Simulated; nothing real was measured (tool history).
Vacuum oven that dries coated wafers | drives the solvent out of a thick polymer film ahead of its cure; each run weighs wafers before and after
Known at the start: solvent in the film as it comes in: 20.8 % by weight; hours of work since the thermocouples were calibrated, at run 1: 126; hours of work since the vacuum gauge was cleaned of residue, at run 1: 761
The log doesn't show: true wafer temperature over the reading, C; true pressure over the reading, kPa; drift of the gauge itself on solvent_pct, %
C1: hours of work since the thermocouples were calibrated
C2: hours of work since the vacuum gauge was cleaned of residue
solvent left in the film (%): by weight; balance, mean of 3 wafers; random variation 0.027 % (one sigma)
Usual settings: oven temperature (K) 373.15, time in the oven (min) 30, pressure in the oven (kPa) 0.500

Run 1, hour 0.0: usual settings; C1 126; C2 761. Result: solvent left in the film (%) 1.29.
Run 2, hour 91.9: usual settings; C1 186; C2 821. Result: solvent left in the film (%) 1.25.
Run 3, hour 166.3: usual settings but time in the oven (min) 15; C1 234; C2 869. Result: solvent left in the film (%) 4.13.
Run 4, hour 256.2: usual settings but time in the oven (min) 15; C1 293; C2 928. Result: solvent left in the film (%) 4.13.
Run 5, hour 305.0: usual settings; C1 325; C2 960. Result: solvent left in the film (%) 1.22.
Run 6, hour 359.9: usual settings but oven temperature (K) 376.15; C1 361; C2 996. Result: solvent left in the film (%) 0.71.
Run 7, hour 446.5: usual settings; C1 417; C2 1052. Result: solvent left in the film (%) 1.20.
Run 8, hour 514.8: usual settings; C1 462; C2 1097. Result: solvent left in the film (%) 1.21.
Run 9, hour 601.8: usual settings; C1 519; C2 1154. Result: solvent left in the film (%) 1.19.
Run 10, hour 680.7: usual settings; C1 570; C2 1206. Result: solvent left in the film (%) 1.17.
At hour 702.4: vacuum gauge cleaned of residue and calibrated.
Run 11, hour 731.1: usual settings; C1 602; C2 19. Result: solvent left in the film (%) 1.20.
At hour 769.4: oven's thermocouples calibrated.
Run 12, hour 797.6: usual settings but oven temperature (K) 359.15; C1 18; C2 61. Result: solvent left in the film (%) 6.52.
Run 13, hour 845.7: usual settings; C1 50; C2 92. Result: solvent left in the film (%) 1.38.
Run 14, hour 898.4: usual settings but time in the oven (min) 16; C1 84; C2 127. Result: solvent left in the film (%) 4.08.
Run 15, hour 996.9: usual settings but time in the oven (min) 16; C1 149; C2 191. Result: solvent left in the film (%) 4.04.
Run 16, hour 1042.6: usual settings but time in the oven (min) 16; C1 179; C2 221. Result: solvent left in the film (%) 3.99.
Run 17, hour 1090.0: usual settings but time in the oven (min) 16; C1 210; C2 252. Result: solvent left in the film (%) 3.98.
At hour 1146.9: vacuum gauge cleaned of residue and calibrated, once more.
Run 18, hour 1170.4: usual settings; C1 261; C2 15. Result: solvent left in the film (%) 1.18.
Run 19, hour 1238.6: usual settings; C1 306; C2 60. Result: solvent left in the film (%) 1.20.
Run 20, hour 1305.1: usual settings; C1 349; C2 103. Result: solvent left in the film (%) 1.15.
Run 21, hour 1361.7: usual settings but oven temperature (K) 372.15, time in the oven (min) 53, pressure in the oven (kPa) 0.772; C1 386; C2 140. Result: solvent left in the film (%) 0.57.
Run 22, hour 1431.7: usual settings but oven temperature (K) 372.15, time in the oven (min) 53, pressure in the oven (kPa) 0.772; C1 432; C2 186. Result: solvent left in the film (%) 0.54.
Run 23, hour 1486.9: usual settings but oven temperature (K) 372.15, time in the oven (min) 53, pressure in the oven (kPa) 0.772; C1 468; C2 222. Result: solvent left in the film (%) 0.59.
Run 24, hour 1583.6: usual settings but oven temperature (K) 372.15, time in the oven (min) 53, pressure in the oven (kPa) 0.772; C1 531; C2 285. Result: solvent left in the film (%) 0.56.
Run 25, hour 1657.7: usual settings but oven temperature (K) 382.15, time in the oven (min) 23, pressure in the oven (kPa) 0.772; C1 580; C2 334. Result: solvent left in the film (%) 0.56.
Run 26, hour 1713.9: usual settings but oven temperature (K) 382.15, time in the oven (min) 23, pressure in the oven (kPa) 0.772; C1 616; C2 371. Result: solvent left in the film (%) 0.59.
At hour 1725.5: oven's thermocouples calibrated.
Run 27, hour 1764.2: usual settings but time in the oven (min) 16, pressure in the oven (kPa) 0.259; C1 25; C2 402. Result: solvent left in the film (%) 3.86.
Run 28, hour 1827.0: usual settings but oven temperature (K) 369.15, time in the oven (min) 16, pressure in the oven (kPa) 0.259; C1 66; C2 443. Result: solvent left in the film (%) 5.52.
Run 29, hour 1876.3: usual settings but oven temperature (K) 369.15, time in the oven (min) 16, pressure in the oven (kPa) 0.259; C1 99; C2 475. Result: solvent left in the film (%) 5.40.
Run 30, hour 1918.7: usual settings but oven temperature (K) 386.15, time in the oven (min) 48, pressure in the oven (kPa) 0.399; C1 126; C2 503. Result: solvent left in the film (%) 0.25.
Run 31, hour 1986.4: usual settings but oven temperature (K) 381.15, time in the oven (min) 18; C1 171; C2 547. Result: solvent left in the film (%) 1.08.
Run 32, hour 2070.3: usual settings but oven temperature (K) 386.15, time in the oven (min) 29, pressure in the oven (kPa) 1.172; C1 225; C2 602. Result: solvent left in the film (%) 0.48.
Run 33, hour 2172.5: usual settings but pressure in the oven (kPa) 0.699; C1 292; C2 669. Result: solvent left in the film (%) 1.32.
Run 34, hour 2226.1: usual settings but time in the oven (min) 24; C1 327; C2 704. Result: solvent left in the film (%) 1.86.
Run 35, hour 2285.3: usual settings but oven temperature (K) 368.15, time in the oven (min) 22, pressure in the oven (kPa) 0.398; C1 366; C2 743. Result: solvent left in the film (%) 3.93.
Run 36, hour 2338.3: usual settings but oven temperature (K) 374.15, time in the oven (min) 22; C1 400; C2 777. Result: solvent left in the film (%) 1.95.
Run 37, hour 2420.0: usual settings but oven temperature (K) 374.15, time in the oven (min) 22; C1 454; C2 831. Result: solvent left in the film (%) 1.97.

The same runs without the tool's hidden state, with the same run-to-run variation:
run  solvent left in the film (%)
  1                          1.36
  2                          1.33
  3                          4.40
  4                          4.43
  5                          1.33
  6                          0.76
  7                          1.33
  8                          1.35
  9                          1.34
 10                          1.33
 11                          1.35
 12                          6.47
 13                          1.31
 14                          4.10
 15                          4.10
 16                          4.07
 17                          4.08
 18                          1.31
 19                          1.34
 20                          1.30
 21                          0.62
 22                          0.59
 23                          0.63
 24                          0.61
 25                          0.65
 26                          0.68
 27                          3.99
 28                          5.70
 29                          5.59
 30                          0.23
 31                          1.16
 32                          0.47
 33                          1.43
 34                          2.06
 35                          4.26
 36                          2.18
 37                          2.22
